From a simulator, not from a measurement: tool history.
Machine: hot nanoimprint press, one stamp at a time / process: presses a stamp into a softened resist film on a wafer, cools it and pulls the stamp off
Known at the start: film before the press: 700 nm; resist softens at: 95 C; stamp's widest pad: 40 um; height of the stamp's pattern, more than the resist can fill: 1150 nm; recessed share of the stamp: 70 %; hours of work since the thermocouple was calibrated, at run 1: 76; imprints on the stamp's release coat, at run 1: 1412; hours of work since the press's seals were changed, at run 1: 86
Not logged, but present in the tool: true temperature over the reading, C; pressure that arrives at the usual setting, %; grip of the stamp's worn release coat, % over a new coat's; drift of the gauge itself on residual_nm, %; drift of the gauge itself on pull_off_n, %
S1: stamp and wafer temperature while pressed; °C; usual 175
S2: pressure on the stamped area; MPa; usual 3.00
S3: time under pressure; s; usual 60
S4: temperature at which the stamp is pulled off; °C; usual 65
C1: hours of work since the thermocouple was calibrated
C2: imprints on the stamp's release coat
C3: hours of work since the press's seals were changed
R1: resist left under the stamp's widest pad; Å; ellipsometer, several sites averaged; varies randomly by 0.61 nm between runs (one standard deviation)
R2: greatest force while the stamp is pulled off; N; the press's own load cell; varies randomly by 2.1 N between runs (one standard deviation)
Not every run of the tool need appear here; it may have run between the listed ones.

{"run": 1, "day": 0.0, "S1": 175, "S2": 3.0, "S3": 60, "S4": 65, "C1": 76, "C2": 1412, "C3": 86, "R1": 4085, "R2": 119}
{"run": 2, "day": 0.892, "S1": 175, "S2": 3.0, "S3": 60, "S4": 65, "C1": 91, "C2": 1507, "C3": 101, "R1": 4082, "R2": 125}
{"run": 3, "day": 1.638, "S1": 180, "S2": 3.0, "S3": 60, "S4": 65, "C1": 104, "C2": 1587, "C3": 114, "R1": 3618, "R2": 122}
{"run": 4, "day": 2.412, "S1": 180, "S2": 3.0, "S3": 60, "S4": 65, "C1": 116, "C2": 1669, "C3": 126, "R1": 3621, "R2": 123}
{"run": 5, "day": 3.121, "S1": 184, "S2": 3.0, "S3": 60, "S4": 65, "C1": 128, "C2": 1744, "C3": 138, "R1": 3306, "R2": 127}
{"run": 6, "day": 4.571, "S1": 184, "S2": 3.0, "S3": 60, "S4": 65, "C1": 152, "C2": 1899, "C3": 162, "R1": 3291, "R2": 126}
{"run": 7, "day": 5.396, "S1": 184, "S2": 3.0, "S3": 60, "S4": 65, "C1": 166, "C2": 1987, "C3": 176, "R1": 3297, "R2": 133}
{"run": 8, "day": 6.671, "S1": 175, "S2": 3.0, "S3": 60, "S4": 65, "C1": 187, "C2": 2123, "C3": 197, "R1": 4079, "R2": 133}
{"run": 9, "day": 8.038, "S1": 175, "S2": 3.0, "S3": 60, "S4": 65, "C1": 209, "C2": 2268, "C3": 219, "R1": 4070, "R2": 140}
{"run": 10, "day": 8.717, "S1": 175, "S2": 3.0, "S3": 60, "S4": 65, "C1": 221, "C2": 2340, "C3": 231, "R1": 4065, "R2": 141}
{"day": 9.771, "done": "stamp cleaned and given a new release coat"}
{"run": 11, "day": 10.221, "S1": 175, "S2": 3.0, "S3": 60, "S4": 65, "C1": 241, "C2": 48, "C3": 251, "R1": 4070, "R2": 91}
{"run": 12, "day": 11.488, "S1": 175, "S2": 3.0, "S3": 105, "S4": 65, "C1": 262, "C2": 183, "C3": 272, "R1": 3362, "R2": 97}
{"run": 13, "day": 12.771, "S1": 183, "S2": 3.0, "S3": 60, "S4": 65, "C1": 283, "C2": 319, "C3": 293, "R1": 3362, "R2": 98}
{"run": 14, "day": 13.983, "S1": 175, "S2": 3.0, "S3": 60, "S4": 65, "C1": 303, "C2": 448, "C3": 313, "R1": 4066, "R2": 101}
{"run": 15, "day": 15.038, "S1": 175, "S2": 3.0, "S3": 60, "S4": 65, "C1": 321, "C2": 561, "C3": 331, "R1": 4064, "R2": 104}
{"run": 16, "day": 15.912, "S1": 175, "S2": 3.0, "S3": 60, "S4": 72, "C1": 335, "C2": 654, "C3": 345, "R1": 4056, "R2": 89}
{"run": 17, "day": 17.492, "S1": 175, "S2": 3.0, "S3": 60, "S4": 72, "C1": 361, "C2": 822, "C3": 371, "R1": 4052, "R2": 95}
{"run": 18, "day": 18.358, "S1": 175, "S2": 2.46, "S3": 53, "S4": 50, "C1": 376, "C2": 914, "C3": 386, "R1": 4517, "R2": 135}
{"day": 18.625, "done": "plate thermocouple calibrated"}
{"run": 19, "day": 19.417, "S1": 175, "S2": 2.46, "S3": 53, "S4": 50, "C1": 13, "C2": 1013, "C3": 401, "R1": 4507, "R2": 138}
{"run": 20, "day": 20.133, "S1": 172, "S2": 2.46, "S3": 53, "S4": 51, "C1": 25, "C2": 1090, "C3": 413, "R1": 4795, "R2": 143}
{"run": 21, "day": 21.367, "S1": 175, "S2": 2.58, "S3": 60, "S4": 65, "C1": 45, "C2": 1221, "C3": 433, "R1": 4271, "R2": 117}
{"run": 22, "day": 22.271, "S1": 175, "S2": 2.59, "S3": 77, "S4": 65, "C1": 60, "C2": 1317, "C3": 448, "R1": 3951, "R2": 120}
{"run": 23, "day": 23.621, "S1": 175, "S2": 2.59, "S3": 77, "S4": 65, "C1": 83, "C2": 1461, "C3": 471, "R1": 3940, "R2": 122}
{"day": 25.012, "done": "plate thermocouple calibrated, once more"}
{"run": 24, "day": 25.067, "S1": 177, "S2": 2.7, "S3": 77, "S4": 65, "C1": 1, "C2": 1602, "C3": 492, "R1": 3768, "R2": 126}
{"run": 25, "day": 26.012, "S1": 174, "S2": 3.0, "S3": 60, "S4": 52, "C1": 17, "C2": 1702, "C3": 508, "R1": 4212, "R2": 152}
{"day": 27.104, "done": "press's hydraulic seals changed and the load cell set to zero"}
{"run": 26, "day": 27.562, "S1": 169, "S2": 3.0, "S3": 60, "S4": 52, "C1": 37, "C2": 1832, "C3": 8, "R1": 4683, "R2": 167}
{"run": 27, "day": 28.904, "S1": 185, "S2": 2.63, "S3": 31, "S4": 65, "C1": 59, "C2": 1975, "C3": 30, "R1": 4241, "R2": 132}
{"run": 28, "day": 30.404, "S1": 185, "S2": 2.63, "S3": 31, "S4": 65, "C1": 84, "C2": 2134, "C3": 55, "R1": 4235, "R2": 139}
{"run": 29, "day": 31.283, "S1": 165, "S2": 3.0, "S3": 60, "S4": 65, "C1": 98, "C2": 2228, "C3": 69, "R1": 5083, "R2": 137}
{"run": 30, "day": 32.304, "S1": 165, "S2": 2.25, "S3": 71, "S4": 65, "C1": 115, "C2": 2337, "C3": 86, "R1": 5299, "R2": 140}

The same runs without the tool's hidden state, with the same run-to-run variation:
run=1 R1=4087 R2=89
run=2 R1=4085 R2=92
run=3 R1=3621 R2=89
run=4 R1=3626 R2=88
run=5 R1=3310 R2=90
run=6 R1=3297 R2=87
run=7 R1=3305 R2=91
run=8 R1=4093 R2=89
run=9 R1=4086 R2=92
run=10 R1=4082 R2=92
run=11 R1=4090 R2=90
run=12 R1=3383 R2=94
run=13 R1=3381 R2=92
run=14 R1=4092 R2=92
run=15 R1=4091 R2=93
run=16 R1=4085 R2=78
run=17 R1=4084 R2=81
run=18 R1=4554 R2=112
run=19 R1=4556 R2=112
run=20 R1=4846 R2=115
run=21 R1=4323 R2=92
run=22 R1=4004 R2=93
run=23 R1=3995 R2=92
run=24 R1=3749 R2=91
run=25 R1=4192 R2=108
run=26 R1=4688 R2=117
run=27 R1=4247 R2=90
run=28 R1=4243 R2=93
run=29 R1=5095 R2=90
run=30 R1=5314 R2=90
